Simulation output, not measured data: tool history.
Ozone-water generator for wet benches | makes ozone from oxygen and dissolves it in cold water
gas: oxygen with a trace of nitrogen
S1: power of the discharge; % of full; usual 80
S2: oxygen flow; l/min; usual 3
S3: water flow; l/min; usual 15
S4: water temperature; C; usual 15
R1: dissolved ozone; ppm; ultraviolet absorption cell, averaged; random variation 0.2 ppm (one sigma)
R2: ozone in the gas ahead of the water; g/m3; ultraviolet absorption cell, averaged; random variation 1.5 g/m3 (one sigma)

run 1 hour=0 | S1=80 S2=3 S3=15 S4=15 | R1=29.7 R2=278.3
run 2 hour=106.4 | S1=80 S2=3 S3=15 S4=15 | R1=29.8 R2=282.1
run 3 hour=194 | S1=80 S2=2.03 S3=15 S4=15 | R1=28.3 R2=350.8
run 4 hour=278.2 | S1=80 S2=4.58 S3=15 S4=15 | R1=29.7 R2=220.4
run 5 hour=369.8 | S1=80 S2=4.58 S3=15 S4=15 | R1=29.8 R2=219.1
run 6 hour=437.4 | S1=80 S2=5.19 S3=16 S4=15 | R1=28.4 R2=205.9
run 7 hour=542.5 | S1=96 S2=3 S3=15 S4=18 | R1=32.9 R2=324
run 8 hour=595.1 | S1=96 S2=3 S3=15 S4=18 | R1=33 R2=327.2
run 9 hour=658.8 | S1=48 S2=3.82 S3=23 S4=11 | R1=14.9 R2=164.5
run 10 hour=730 | S1=48 S2=3.82 S3=23 S4=11 | R1=15.1 R2=166.3

4 ways to go on from here, each from the tool as it stands after run 10. What would each give?
run A hour=818.8 | S1=78 S2=5.35 S3=15 S4=15 | R1=? R2=?
run B hour=818.8 | S1=48 S2=3.62 S3=18 S4=19 | R1=? R2=?
run C hour=818.8 | S1=57 S2=3 S3=15 S4=13 | R1=? R2=?
run D hour=818.8 | S1=84 S2=3.82 S3=23 S4=11 | R1=? R2=?

run=A R1=28.8 R2=198
run=B R1=16.6 R2=172.9
run=C R1=23.1 R2=217.8
run=D R1=23.1 R2=258.4
Without the tool's hidden state the same runs would have given:
run=A R1=28.8 R2=196.3
run=B R1=16.6 R2=171.4
run=C R1=23.2 R2=215.9
run=D R1=23.1 R2=256.2

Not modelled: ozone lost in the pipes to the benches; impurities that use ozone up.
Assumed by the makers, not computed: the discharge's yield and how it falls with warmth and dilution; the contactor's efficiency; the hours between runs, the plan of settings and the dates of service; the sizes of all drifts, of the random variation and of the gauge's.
